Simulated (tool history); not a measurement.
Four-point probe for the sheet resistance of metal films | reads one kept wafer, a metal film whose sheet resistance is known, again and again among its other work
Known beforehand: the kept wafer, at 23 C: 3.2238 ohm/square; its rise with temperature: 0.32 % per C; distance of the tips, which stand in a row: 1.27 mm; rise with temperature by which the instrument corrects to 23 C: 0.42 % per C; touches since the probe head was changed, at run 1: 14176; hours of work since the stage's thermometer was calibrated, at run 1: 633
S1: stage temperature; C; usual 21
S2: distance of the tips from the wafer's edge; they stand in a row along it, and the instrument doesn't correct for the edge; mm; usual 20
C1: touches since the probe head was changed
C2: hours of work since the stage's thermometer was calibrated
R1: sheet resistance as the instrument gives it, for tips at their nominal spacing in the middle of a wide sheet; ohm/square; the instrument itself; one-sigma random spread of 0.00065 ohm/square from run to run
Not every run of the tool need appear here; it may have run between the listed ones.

run   hour  S1  S2     C1   C2        R1
  1    0.0  21  20  14176  633  3.238530
  2   21.9  21  20  14583  642  3.237322
  3   34.2  21  20  14811  648  3.237071
  4   51.7  21  20  15136  656  3.237483
  5   66.7  21  20  15415  662  3.237640
  6   82.4  23  20  15707  669  3.230858
  7  108.5  21  20  16191  681  3.237385
  8  133.2  21  20  16650  692  3.236221
  9  155.9  21  20  17072  702  3.236597
 10  176.1  21  20  17448  711  3.238639
 11  187.7  28  20  17662  716  3.215582

Run 12, settings as shown, results not yet in. Your forecast:
 12  211.3  18  13  18101  727   ?

Run 12 gave R1 3.255938 ohm/square.
On a tool with no hidden condition, and with the same random variation, this run would have come out at R1 3.255861 ohm/square.
